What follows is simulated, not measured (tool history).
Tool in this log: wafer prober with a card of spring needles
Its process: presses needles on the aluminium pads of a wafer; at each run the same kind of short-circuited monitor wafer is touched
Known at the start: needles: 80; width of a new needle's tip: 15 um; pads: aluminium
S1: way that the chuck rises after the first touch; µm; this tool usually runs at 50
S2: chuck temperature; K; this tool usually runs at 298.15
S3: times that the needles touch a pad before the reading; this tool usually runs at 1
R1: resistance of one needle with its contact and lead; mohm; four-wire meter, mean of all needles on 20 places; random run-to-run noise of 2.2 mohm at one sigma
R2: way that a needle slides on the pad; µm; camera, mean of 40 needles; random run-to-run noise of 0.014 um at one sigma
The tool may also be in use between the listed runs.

run	hour	S1	S2	S3	R1	R2
1	0	50	298.15	1	280	10.28
# hour 2: tips cleaned on abrasive film
# hour 5.8: tips cleaned on abrasive film
# hour 10.6: tips cleaned on abrasive film
# hour 15.3: tips cleaned on abrasive film
# hour 20.1: tips cleaned on abrasive film
# hour 24.8: tips cleaned on abrasive film
# hour 29.6: tips cleaned on abrasive film
2	30.6	50	298.15	1	261	10.28
# hour 33.5: tips cleaned on abrasive film
# hour 38.2: tips cleaned on abrasive film
# hour 43: tips cleaned on abrasive film
3	45.3	50	327.15	1	286	10.23
# hour 47.3: tips cleaned on abrasive film
# hour 52: tips cleaned on abrasive film
# hour 56.8: tips cleaned on abrasive film
# hour 60.6: tips cleaned on abrasive film
# hour 64.5: tips cleaned on abrasive film
# hour 65.7: height of the first contact set anew
# hour 69.5: tips cleaned on abrasive film
4	71.8	50	327.15	1	279	10.34
# hour 73.7: tips cleaned on abrasive film
# hour 78.5: tips cleaned on abrasive film
# hour 82.3: tips cleaned on abrasive film
# hour 86.2: tips cleaned on abrasive film
# hour 90: tips cleaned on abrasive film
5	91	50	327.15	1	274	10.3
# hour 93.9: tips cleaned on abrasive film
# hour 97.7: tips cleaned on abrasive film
# hour 102.5: tips cleaned on abrasive film
# hour 106.3: tips cleaned on abrasive film
# hour 111.1: tips cleaned on abrasive film
# hour 115.9: tips cleaned on abrasive film
6	116.3	50	352.15	1	267	10.28
# hour 120.1: tips cleaned on abrasive film
# hour 123.9: tips cleaned on abrasive film
# hour 128.7: tips cleaned on abrasive film
7	129.1	50	336.15	1	271	10.23
# hour 132.9: tips cleaned on abrasive film
# hour 137.7: tips cleaned on abrasive film
# hour 142.4: tips cleaned on abrasive film
# hour 147.2: tips cleaned on abrasive film
8	150.5	50	336.15	1	294	10.22
# hour 151.5: tips cleaned on abrasive film
# hour 155.3: tips cleaned on abrasive film
# hour 160.1: tips cleaned on abrasive film
# hour 160.4: height of the first contact set anew
# hour 164.2: tips cleaned on abrasive film
9	166.1	50	336.15	1	285	10.35
# hour 168.1: tips cleaned on abrasive film
# hour 172.9: tips cleaned on abrasive film
# hour 176.7: tips cleaned on abrasive film
# hour 180.5: tips cleaned on abrasive film
# hour 185.3: tips cleaned on abrasive film
# hour 189.1: tips cleaned on abrasive film
# hour 193.9: tips cleaned on abrasive film
10	194	64	298.15	1	247	13.2
# hour 197.8: tips cleaned on abrasive film
# hour 201.6: tips cleaned on abrasive film
# hour 205.5: tips cleaned on abrasive film
# hour 210.2: tips cleaned on abrasive film
# hour 214.1: tips cleaned on abrasive film
11	216.9	50	298.15	1	285	10.25
# hour 217.9: tips cleaned on abrasive film
# hour 221.8: tips cleaned on abrasive film
# hour 226.5: tips cleaned on abrasive film
# hour 230.4: tips cleaned on abrasive film
12	232.9	50	298.15	3	260	10.22
# hour 234.9: tips cleaned on abrasive film
# hour 238.7: tips cleaned on abrasive film
# hour 243.5: tips cleaned on abrasive film
# hour 248.2: tips cleaned on abrasive film
# hour 253: tips cleaned on abrasive film
# hour 255.2: height of the first contact set anew
# hour 258.1: tips cleaned on abrasive film
13	258.9	50	298.15	3	251	10.34
# hour 262.7: tips cleaned on abrasive film
# hour 266.6: tips cleaned on abrasive film
# hour 270.4: tips cleaned on abrasive film
# hour 275.1: tips cleaned on abrasive film
# hour 279.9: tips cleaned on abrasive film
# hour 284.3: tips cleaned on abrasive film
14	284.3	50	298.15	3	242	10.27
# hour 289.1: tips cleaned on abrasive film
# hour 292.9: tips cleaned on abrasive film
# hour 296.7: tips cleaned on abrasive film
# hour 301.5: tips cleaned on abrasive film
# hour 306.3: tips cleaned on abrasive film
# hour 310.1: tips cleaned on abrasive film
15	310.1	68	339.15	2	257	13.99
# hour 313.9: tips cleaned on abrasive film
# hour 317.8: tips cleaned on abrasive film
# hour 322.5: tips cleaned on abrasive film
# hour 327.3: tips cleaned on abrasive film
16	331	35	350.15	2	313	7.11
# hour 332: tips cleaned on abrasive film
# hour 335.8: tips cleaned on abrasive film
# hour 340.6: tips cleaned on abrasive film
# hour 345.4: tips cleaned on abrasive film
# hour 349.2: tips cleaned on abrasive film
# hour 350.4: height of the first contact set anew
# hour 353.3: tips cleaned on abrasive film
# hour 358.1: tips cleaned on abrasive film
17	361.2	34	298.15	1	339	7.02
# hour 362.3: tips cleaned on abrasive film
# hour 366.1: tips cleaned on abrasive film
# hour 369.9: tips cleaned on abrasive film
# hour 374.7: tips cleaned on abrasive film
# hour 379.4: tips cleaned on abrasive film
18	382.6	34	309.15	2	302	7
# hour 383.6: tips cleaned on abrasive film
# hour 387.5: tips cleaned on abrasive film
# hour 392.2: tips cleaned on abrasive film
# hour 396: tips cleaned on abrasive film
# hour 400.8: tips cleaned on abrasive film
19	404.3	34	309.15	2	319	6.94
# hour 405.4: tips cleaned on abrasive film
# hour 409.2: tips cleaned on abrasive film
# hour 413: tips cleaned on abrasive film
# hour 417.8: tips cleaned on abrasive film
20	419.9	40	369.15	2	296	8.17
# hour 421.9: tips cleaned on abrasive film
# hour 425.7: tips cleaned on abrasive film
# hour 430.5: tips cleaned on abrasive film
21	433.5	44	307.15	1	306	8.99
# hour 434.6: tips cleaned on abrasive film
# hour 439.3: tips cleaned on abrasive film
# hour 443.1: tips cleaned on abrasive film
# hour 445.3: height of the first contact set anew
# hour 448.2: tips cleaned on abrasive film
# hour 452: tips cleaned on abrasive film
# hour 456.8: tips cleaned on abrasive film
# hour 460.6: tips cleaned on abrasive film
# hour 464.5: tips cleaned on abrasive film
22	464.5	38	298.15	1	258	7.82
# hour 468.5: tips cleaned on abrasive film
# hour 473.3: tips cleaned on abrasive film
# hour 478.1: tips cleaned on abrasive film
23	478.3	38	298.15	1	267	7.82
# hour 482.1: tips cleaned on abrasive film
# hour 485.9: tips cleaned on abrasive film
# hour 490.7: tips cleaned on abrasive film
# hour 494.5: tips cleaned on abrasive film
24	494.8	36	339.15	1	278	7.37

Alternative continuations, all from the tool just after run 24; predict every row:
# hour 498.7: tips cleaned on abrasive film
# hour 503.4: tips cleaned on abrasive film
# hour 507.3: tips cleaned on abrasive film
# hour 512: tips cleaned on abrasive film
# hour 515.8: tips cleaned on abrasive film
A	517.9	49	339.15	1	?	?
# hour 498.7: tips cleaned on abrasive film
# hour 503.4: tips cleaned on abrasive film
# hour 507.3: tips cleaned on abrasive film
# hour 512: tips cleaned on abrasive film
# hour 515.8: tips cleaned on abrasive film
B	517.9	65	298.15	1	?	?
# hour 498.7: tips cleaned on abrasive film
# hour 503.4: tips cleaned on abrasive film
# hour 507.3: tips cleaned on abrasive film
# hour 512: tips cleaned on abrasive film
# hour 515.8: tips cleaned on abrasive film
C	517.9	57	322.15	1	?	?

run	R1	R2
A	285	10.04
B	264	13.36
C	276	11.68
Stripped of hidden state, with their random variation kept, the same runs would have yielded:
run	R1	R2
A	250	10.18
B	241	13.5
C	248	11.82
